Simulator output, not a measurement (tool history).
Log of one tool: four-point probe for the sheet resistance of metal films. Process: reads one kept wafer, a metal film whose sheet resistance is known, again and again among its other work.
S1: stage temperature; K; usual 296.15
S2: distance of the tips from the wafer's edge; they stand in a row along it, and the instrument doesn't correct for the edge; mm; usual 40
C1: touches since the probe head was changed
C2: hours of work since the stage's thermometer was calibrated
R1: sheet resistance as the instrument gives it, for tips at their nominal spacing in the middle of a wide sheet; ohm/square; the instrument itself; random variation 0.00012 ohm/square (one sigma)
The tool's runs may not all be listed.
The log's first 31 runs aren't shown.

run,hour,S1,S2,C1,C2,R1
32,344.0,292.15,5,36764,172,0.628100
33,357.8,292.15,5,37296,183,0.628132
34,368.8,304.15,9,37719,191,0.624098
35,382.2,298.15,9,38234,202,0.624130
36,392.6,298.15,9,38636,210,0.624219
37,407.4,298.15,9,39205,222,0.624289
38,415.5,306.15,25,39517,228,0.622934
39,426.5,301.15,69,39942,237,0.622701
40,436.2,304.15,42,40316,244,0.622886
41,449.8,304.15,42,40840,255,0.622636
42,463.6,304.15,42,41370,266,0.622871
43,473.3,304.15,42,41742,273,0.622556
44,485.5,304.15,42,42211,283,0.622612
45,498.0,295.15,14,42696,293,0.623260

Forecast each of these 4 alternatives for the next run:
A,511.2,299.15,33,43205,303,?
B,511.2,293.15,28,43205,303,?
C,511.2,301.15,14,43205,303,?
D,511.2,292.15,14,43205,303,?

run,R1
A,0.622979
B,0.622848
C,0.623451
D,0.623537
Without the tool's hidden state the same runs would have given:
run,R1
A,0.624888
B,0.624760
C,0.625361
D,0.625452
